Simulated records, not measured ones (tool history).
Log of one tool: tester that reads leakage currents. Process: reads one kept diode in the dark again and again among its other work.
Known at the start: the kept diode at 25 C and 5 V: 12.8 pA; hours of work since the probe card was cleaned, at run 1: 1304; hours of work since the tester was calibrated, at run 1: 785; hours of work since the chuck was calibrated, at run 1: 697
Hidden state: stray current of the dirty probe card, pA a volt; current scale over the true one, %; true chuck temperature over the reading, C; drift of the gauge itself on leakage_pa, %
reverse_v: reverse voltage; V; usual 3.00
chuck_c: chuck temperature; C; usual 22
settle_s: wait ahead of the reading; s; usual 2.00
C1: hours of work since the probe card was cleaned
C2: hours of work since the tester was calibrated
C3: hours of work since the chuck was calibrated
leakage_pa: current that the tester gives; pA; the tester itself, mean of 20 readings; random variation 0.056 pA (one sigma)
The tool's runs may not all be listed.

Run 1, hour 0.0: usual settings; C1 1304; C2 785; C3 697. Result: leakage_pa 8.10 pA.
Run 2, hour 31.2: usual settings but chuck_c 25 C; C1 1325; C2 806; C3 718. Result: leakage_pa 10.38 pA.
Run 3, hour 56.0: usual settings but reverse_v 7.06 V; C1 1341; C2 822; C3 735. Result: leakage_pa 13.21 pA.
Run 4, hour 82.0: usual settings but reverse_v 7.06 V; C1 1359; C2 840; C3 752. Result: leakage_pa 12.99 pA.
Run 5, hour 112.3: usual settings but reverse_v 7.06 V; C1 1379; C2 860; C3 772. Result: leakage_pa 13.15 pA.
Run 6, hour 139.7: usual settings; C1 1397; C2 878; C3 791. Result: leakage_pa 8.08 pA.
Run 7, hour 169.9: usual settings but chuck_c 38 C; C1 1417; C2 898; C3 811. Result: leakage_pa 30.86 pA.
Run 8, hour 202.4: usual settings but chuck_c 38 C; C1 1439; C2 920; C3 832. Result: leakage_pa 30.87 pA.
Run 9, hour 232.0: usual settings but chuck_c 38 C; C1 1459; C2 940; C3 852. Result: leakage_pa 30.82 pA.
Run 10, hour 253.4: usual settings but chuck_c 26 C; C1 1473; C2 954; C3 866. Result: leakage_pa 11.36 pA.
Run 11, hour 276.3: usual settings but chuck_c 26 C; C1 1488; C2 969; C3 882. Result: leakage_pa 11.29 pA.
Run 12, hour 297.5: usual settings but chuck_c 26 C; C1 1502; C2 983; C3 896. Result: leakage_pa 11.30 pA.
Run 13, hour 312.0: usual settings but chuck_c 26 C; C1 1512; C2 993; C3 905. Result: leakage_pa 11.28 pA.
Run 14, hour 332.8: usual settings; C1 1526; C2 1007; C3 919. Result: leakage_pa 8.01 pA.
Run 15, hour 356.5: usual settings; C1 1542; C2 1023; C3 935. Result: leakage_pa 8.01 pA.
Run 16, hour 375.9: usual settings; C1 1555; C2 1036; C3 948. Result: leakage_pa 8.12 pA.
Run 17, hour 395.3: usual settings; C1 1568; C2 1048; C3 961. Result: leakage_pa 7.92 pA.
Run 18, hour 410.2: usual settings; C1 1577; C2 1058; C3 971. Result: leakage_pa 8.01 pA.
Run 19, hour 425.6: usual settings; C1 1588; C2 1069; C3 981. Result: leakage_pa 8.04 pA.
Run 20, hour 446.5: usual settings; C1 1602; C2 1083; C3 995. Result: leakage_pa 7.98 pA.
Run 21, hour 471.6: usual settings but reverse_v 1.86 V, settle_s 8.44 s; C1 1618; C2 1099; C3 1012. Result: leakage_pa 5.85 pA.
Run 22, hour 488.6: usual settings but reverse_v 1.86 V, settle_s 8.44 s; C1 1630; C2 1111; C3 1023. Result: leakage_pa 5.77 pA.
Run 23, hour 506.7: usual settings but reverse_v 1.86 V, settle_s 8.44 s; C1 1642; C2 1123; C3 1035. Result: leakage_pa 5.85 pA.
Run 24, hour 537.9: usual settings but reverse_v 7.04 V, chuck_c 24 C, settle_s 0.33 s; C1 1663; C2 1144; C3 1056. Result: leakage_pa 22.49 pA.
Run 25, hour 559.7: usual settings but chuck_c 56 C; C1 1677; C2 1158; C3 1071. Result: leakage_pa 125.51 pA.
Run 26, hour 586.6: usual settings but reverse_v 14.61 V, chuck_c 37 C, settle_s 0.53 s; C1 1695; C2 1176; C3 1088. Result: leakage_pa 75.41 pA.
Run 27, hour 607.8: usual settings but reverse_v 1.65 V, chuck_c 46 C, settle_s 0.52 s; C1 1709; C2 1190; C3 1103. Result: leakage_pa 43.42 pA.
Run 28, hour 631.7: usual settings but reverse_v 5.81 V, settle_s 1.05 s; C1 1725; C2 1206; C3 1119. Result: leakage_pa 12.73 pA.
Run 29, hour 648.3: usual settings but reverse_v 5.81 V, chuck_c 23 C, settle_s 5.74 s; C1 1736; C2 1217; C3 1130. Result: leakage_pa 12.05 pA.
Run 30, hour 681.0: usual settings but reverse_v 5.81 V, chuck_c 23 C, settle_s 5.74 s; C1 1758; C2 1239; C3 1151. Result: leakage_pa 12.09 pA.
Run 31, hour 712.7: usual settings but reverse_v 5.81 V, chuck_c 23 C, settle_s 5.74 s; C1 1779; C2 1260; C3 1172. Result: leakage_pa 12.13 pA.
Run 32, hour 730.8: usual settings but reverse_v 3.93 V, settle_s 0.41 s; C1 1791; C2 1272; C3 1185. Result: leakage_pa 12.43 pA.
Run 33, hour 746.8: usual settings but reverse_v 2.15 V; C1 1802; C2 1283; C3 1195. Result: leakage_pa 6.59 pA.
Run 34, hour 771.2: usual settings but reverse_v 2.15 V; C1 1818; C2 1299; C3 1211. Result: leakage_pa 6.56 pA.
Run 35, hour 798.6: usual settings but reverse_v 2.15 V; C1 1836; C2 1317; C3 1230. Result: leakage_pa 6.67 pA.
Run 36, hour 815.3: usual settings but reverse_v 4.80 V, chuck_c 45 C; C1 1847; C2 1328; C3 1241. Result: leakage_pa 69.75 pA.
Run 37, hour 841.3: usual settings but reverse_v 3.26 V, chuck_c 21 C, settle_s 0.52 s; C1 1865; C2 1346; C3 1258. Result: leakage_pa 9.58 pA.
Run 38, hour 871.8: usual settings but chuck_c 27 C; C1 1885; C2 1366; C3 1278. Result: leakage_pa 12.45 pA.
Run 39, hour 904.8: usual settings but chuck_c 41 C, settle_s 1.34 s; C1 1907; C2 1388; C3 1300. Result: leakage_pa 39.35 pA.
Run 40, hour 937.6: usual settings but reverse_v 1.28 V, chuck_c 51 C, settle_s 0.31 s; C1 1929; C2 1410; C3 1322. Result: leakage_pa 55.66 pA.

Forecast each of these 3 alternatives for the next run:
Run A, hour 969.7: usual settings but reverse_v 15.99 V, chuck_c 27 C, settle_s 9.44 s; C1 1950; C2 1431; C3 1344. Result: leakage_pa ?.
Run B, hour 969.7: usual settings but reverse_v 14.82 V, chuck_c 39 C, settle_s 1.19 s; C1 1950; C2 1431; C3 1344. Result: leakage_pa ?.
Run C, hour 969.7: usual settings but reverse_v 2.06 V, chuck_c 56 C, settle_s 8.07 s; C1 1950; C2 1431; C3 1344. Result: leakage_pa ?.

run  leakage_pa
  A       29.31
  B       82.07
  C      102.02
Without the tool's hidden state the same runs would have given:
run  leakage_pa
  A       29.26
  B       82.03
  C      102.01
